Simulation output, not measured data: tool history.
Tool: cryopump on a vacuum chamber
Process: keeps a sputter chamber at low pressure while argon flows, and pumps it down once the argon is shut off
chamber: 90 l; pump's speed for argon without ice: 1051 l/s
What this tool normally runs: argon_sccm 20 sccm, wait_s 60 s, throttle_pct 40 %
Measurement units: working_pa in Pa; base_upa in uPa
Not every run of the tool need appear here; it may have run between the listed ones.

Run 1, hour 0: usual settings. Result: working_pa 0.0916 Pa, base_upa 1.45 uPa.
Run 2, hour 66.7: usual settings. Result: working_pa 0.0926 Pa, base_upa 1.62 uPa.
Run 3, hour 140.2: usual settings. Result: working_pa 0.0931 Pa, base_upa 1.88 uPa.
At hour 181.4: pump warmed up, emptied and cooled again.
Run 4, hour 182.8: usual settings but throttle_pct 60 %. Result: working_pa 0.0538 Pa, base_upa 1.61 uPa.
Run 5, hour 236.6: usual settings but argon_sccm 34 sccm. Result: working_pa 0.1397 Pa, base_upa 1.75 uPa.
Run 6, hour 286.3: usual settings. Result: working_pa 0.0817 Pa, base_upa 1.86 uPa.
Run 7, hour 342.5: usual settings but wait_s 57 s. Result: working_pa 0.0831 Pa, base_upa 2.02 uPa.
Run 8, hour 403.5: usual settings. Result: working_pa 0.0825 Pa, base_upa 2.1 uPa.
Run 9, hour 468.2: usual settings. Result: working_pa 0.0829 Pa, base_upa 2.31 uPa.
Run 10, hour 531.6: usual settings. Result: working_pa 0.0843 Pa, base_upa 2.46 uPa.
Run 11, hour 567.2: usual settings. Result: working_pa 0.0847 Pa, base_upa 2.64 uPa.
Run 12, hour 626.1: usual settings. Result: working_pa 0.0838 Pa, base_upa 2.6 uPa.
Run 13, hour 680.3: usual settings but wait_s 26 s. Result: working_pa 0.0858 Pa, base_upa 3.85 uPa.
Run 14, hour 748: usual settings but wait_s 26 s. Result: working_pa 0.0862 Pa, base_upa 3.99 uPa.
Run 15, hour 814.2: usual settings but argon_sccm 14 sccm, wait_s 26 s. Result: working_pa 0.0613 Pa, base_upa 4.13 uPa.
Run 16, hour 887: usual settings but argon_sccm 15 sccm, wait_s 30 s, throttle_pct 54 %. Result: working_pa 0.0491 Pa, base_upa 4.33 uPa.
Run 17, hour 939.9: usual settings but argon_sccm 34 sccm, wait_s 24 s. Result: working_pa 0.1487 Pa, base_upa 4.82 uPa.
Run 18, hour 1010.7: usual settings but argon_sccm 34 sccm, wait_s 24 s. Result: working_pa 0.1509 Pa, base_upa 4.93 uPa.
Run 19, hour 1051.2: usual settings but throttle_pct 56 %. Result: working_pa 0.0666 Pa, base_upa 4.19 uPa.
Run 20, hour 1091.1: usual settings but argon_sccm 9 sccm, wait_s 274 s, throttle_pct 21 %. Result: working_pa 0.074 Pa, base_upa 3.83 uPa.
Run 21, hour 1132.7: usual settings but argon_sccm 9 sccm, wait_s 274 s, throttle_pct 21 %. Result: working_pa 0.0723 Pa, base_upa 3.81 uPa.
Run 22, hour 1172.5: usual settings but argon_sccm 9 sccm, wait_s 110 s, throttle_pct 21 %. Result: working_pa 0.0737 Pa, base_upa 4.14 uPa.
Run 23, hour 1226.3: usual settings but argon_sccm 24 sccm, wait_s 82 s, throttle_pct 21 %. Result: working_pa 0.1959 Pa, base_upa 4.57 uPa.
Run 24, hour 1291.5: usual settings but argon_sccm 24 sccm, wait_s 82 s, throttle_pct 21 %. Result: working_pa 0.1969 Pa, base_upa 4.91 uPa.
Run 25, hour 1329.6: usual settings but argon_sccm 26 sccm, wait_s 63 s, throttle_pct 18 %. Result: working_pa 0.2473 Pa, base_upa 5.14 uPa.
Run 26, hour 1378.2: usual settings but argon_sccm 11 sccm, wait_s 63 s, throttle_pct 18 %. Result: working_pa 0.1052 Pa, base_upa 5.46 uPa.
Run 27, hour 1425.7: usual settings but argon_sccm 22 sccm, wait_s 232 s, throttle_pct 36 %. Result: working_pa 0.1127 Pa, base_upa 5.05 uPa.
Run 28, hour 1473.5: usual settings but argon_sccm 8 sccm, wait_s 28 s, throttle_pct 23 %. Result: working_pa 0.0616 Pa, base_upa 6.62 uPa.

Alternative continuations, all from the tool just after run 28; predict every row:
At hour 1510.7: pump warmed up, emptied and cooled again.
Run A, hour 1549.1: usual settings but argon_sccm 8 sccm, wait_s 36 s, throttle_pct 27 %. Result: working_pa ?, base_upa ?.
At hour 1510.7: pump warmed up, emptied and cooled again.
Run B, hour 1549.1: usual settings but wait_s 273 s. Result: working_pa ?, base_upa ?.
At hour 1510.7: pump warmed up, emptied and cooled again.
Run C, hour 1549.1: usual settings but argon_sccm 12 sccm, wait_s 28 s, throttle_pct 23 %. Result: working_pa ?, base_upa ?.

run  working_pa  base_upa
  A       0.048      4.98
  B      0.0811         4
  C      0.0853      5.24
Without the tool's unlogged condition, the same runs would have read:
run  working_pa  base_upa
  A      0.0476      1.41
  B      0.0803      0.45
  C      0.0848      1.73
